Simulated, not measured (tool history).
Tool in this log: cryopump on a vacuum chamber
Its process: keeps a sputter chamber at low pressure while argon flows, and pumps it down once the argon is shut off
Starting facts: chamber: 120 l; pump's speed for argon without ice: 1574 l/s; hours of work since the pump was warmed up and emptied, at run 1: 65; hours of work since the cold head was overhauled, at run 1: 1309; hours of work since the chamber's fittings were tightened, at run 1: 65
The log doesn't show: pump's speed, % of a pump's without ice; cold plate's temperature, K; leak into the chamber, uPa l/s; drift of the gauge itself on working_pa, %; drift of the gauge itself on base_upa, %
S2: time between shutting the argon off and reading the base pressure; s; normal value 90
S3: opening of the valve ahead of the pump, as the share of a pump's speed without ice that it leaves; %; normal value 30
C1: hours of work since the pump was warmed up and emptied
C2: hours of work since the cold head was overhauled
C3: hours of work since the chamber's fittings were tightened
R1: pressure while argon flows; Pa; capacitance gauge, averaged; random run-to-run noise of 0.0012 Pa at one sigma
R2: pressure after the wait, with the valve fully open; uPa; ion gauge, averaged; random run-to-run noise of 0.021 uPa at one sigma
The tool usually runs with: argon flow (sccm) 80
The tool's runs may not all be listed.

run 1 hour=0.0 | argon_flow_(sccm)=80 S2=90 S3=30 | C1=65 C2=1309 C3=65 | R1=0.2933 R2=0.53
run 2 hour=25.0 | argon_flow_(sccm)=80 S2=90 S3=30 | C1=83 C2=1327 C3=83 | R1=0.2932 R2=0.65
run 3 hour=71.1 | argon_flow_(sccm)=80 S2=90 S3=18 | C1=117 C2=1360 C3=117 | R1=0.4892 R2=0.63
run 4 hour=120.9 | argon_flow_(sccm)=80 S2=90 S3=18 | C1=153 C2=1397 C3=153 | R1=0.4915 R2=0.69
run 5 hour=157.4 | argon_flow_(sccm)=80 S2=90 S3=18 | C1=180 C2=1423 C3=180 | R1=0.4946 R2=0.76
run 6 hour=212.1 | argon_flow_(sccm)=80 S2=90 S3=18 | C1=220 C2=1463 C3=220 | R1=0.4971 R2=0.83
run 7 hour=269.7 | argon_flow_(sccm)=80 S2=90 S3=18 | C1=262 C2=1505 C3=262 | R1=0.5077 R2=0.91
run 8 hour=294.7 | argon_flow_(sccm)=80 S2=90 S3=18 | C1=280 C2=1523 C3=280 | R1=0.5095 R2=0.97
run 9 hour=329.4 | argon_flow_(sccm)=80 S2=90 S3=18 | C1=305 C2=1549 C3=305 | R1=0.5133 R2=0.98
run 10 hour=355.7 | argon_flow_(sccm)=80 S2=90 S3=30 | C1=324 C2=1568 C3=324 | R1=0.3238 R2=1.03
run 11 hour=411.8 | argon_flow_(sccm)=80 S2=90 S3=30 | C1=365 C2=1609 C3=365 | R1=0.3350 R2=1.19
-- hour=424.2 pump warmed up, emptied and cooled again
run 12 hour=472.5 | argon_flow_(sccm)=80 S2=90 S3=30 | C1=35 C2=1649 C3=406 | R1=0.2919 R2=0.93
run 13 hour=519.1 | argon_flow_(sccm)=80 S2=90 S3=30 | C1=69 C2=1683 C3=440 | R1=0.2942 R2=0.98
run 14 hour=573.8 | argon_flow_(sccm)=80 S2=90 S3=30 | C1=109 C2=1723 C3=479 | R1=0.2983 R2=1.12
run 15 hour=627.4 | argon_flow_(sccm)=80 S2=90 S3=30 | C1=148 C2=1762 C3=519 | R1=0.3043 R2=1.17
run 16 hour=663.3 | argon_flow_(sccm)=80 S2=184 S3=30 | C1=174 C2=1788 C3=545 | R1=0.3057 R2=1.09

Run 17, settings as shown, results not yet in. Your forecast:
run 17 hour=694.2 | argon_flow_(sccm)=80 S2=184 S3=30 | C1=197 C2=1811 C3=567 | R1=? R2=?

R1: 0.3083 Pa
R2: 1.17 uPa
Take away the tool's hidden state, keep the run-to-run variation as it was, and the same run would have given R1 0.2858 Pa, R2 0.32 uPa.

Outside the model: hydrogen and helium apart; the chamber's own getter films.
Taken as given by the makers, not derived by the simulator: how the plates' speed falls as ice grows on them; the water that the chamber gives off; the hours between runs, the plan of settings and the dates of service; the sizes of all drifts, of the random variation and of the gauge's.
